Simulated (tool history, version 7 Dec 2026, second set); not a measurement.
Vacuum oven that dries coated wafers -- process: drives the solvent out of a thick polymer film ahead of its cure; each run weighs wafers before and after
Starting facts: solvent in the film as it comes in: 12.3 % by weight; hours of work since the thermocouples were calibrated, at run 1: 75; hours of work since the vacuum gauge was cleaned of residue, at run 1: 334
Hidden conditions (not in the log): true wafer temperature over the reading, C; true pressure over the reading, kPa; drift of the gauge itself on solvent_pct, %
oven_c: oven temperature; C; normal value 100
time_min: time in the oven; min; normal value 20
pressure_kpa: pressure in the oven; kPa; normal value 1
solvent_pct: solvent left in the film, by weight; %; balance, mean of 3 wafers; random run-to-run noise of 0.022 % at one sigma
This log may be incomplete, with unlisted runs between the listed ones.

run	hour	oven_c	time_min	pressure_kpa	hours of work since the thermocouples were calibrated	hours of work since the vacuum gauge was cleaned of residue	solvent_pct
1	0	100	20	1	75	334	1.52
2	14.9	100	20	1	86	344	1.54
3	29.7	100	20	1	96	354	1.51
4	43.1	100	20	0.61	105	364	1.39
5	52.4	100	20	1	112	370	1.57
6	63.3	100	20	1	119	378	1.56
7	80.3	100	20	1	131	389	1.54
8	95.1	100	20	1	141	400	1.52
9	108	100	20	1.96	150	409	1.93
10	121.1	109	20	1	159	418	0.69
11	135.8	100	20	1	169	428	1.52
12	147.8	100	26	1	178	436	1.01
13	165.6	100	26	1	190	448	1.02
14	175.1	111	24	2.03	197	455	0.75
15	191	104	20	1.14	208	466	1.09
16	205.2	104	20	1.14	217	476	1.17
17	221.8	102	11	2.28	229	487	3.32
18	231.1	102	11	2.28	235	494	3.37
19	248.7	102	11	2.28	247	506	3.37
20	263.1	102	11	2.28	257	516	3.32
21	274.7	113	18	2.28	265	524	0.9
22	292	108	20	1	277	536	0.78
23	303.6	99	20	2.47	285	544	2.27
24	314.9	97	16	1	293	552	2.56
25	328.8	97	16	1	303	561	2.6

Predict each of these 4 candidate next runs independently; none follows another, all start after run 25:
A	341.4	98	16	1	312	570	?
B	341.4	102	20	3.4	312	570	?
C	341.4	95	20	1.09	312	570	?
D	341.4	87	16	1	312	570	?

run	solvent_pct
A	2.37
B	2.22
C	2.26
D	4.41
Without the tool's hidden state the same runs would have given:
run	solvent_pct
A	2.3
B	2.15
C	2.18
D	4.32

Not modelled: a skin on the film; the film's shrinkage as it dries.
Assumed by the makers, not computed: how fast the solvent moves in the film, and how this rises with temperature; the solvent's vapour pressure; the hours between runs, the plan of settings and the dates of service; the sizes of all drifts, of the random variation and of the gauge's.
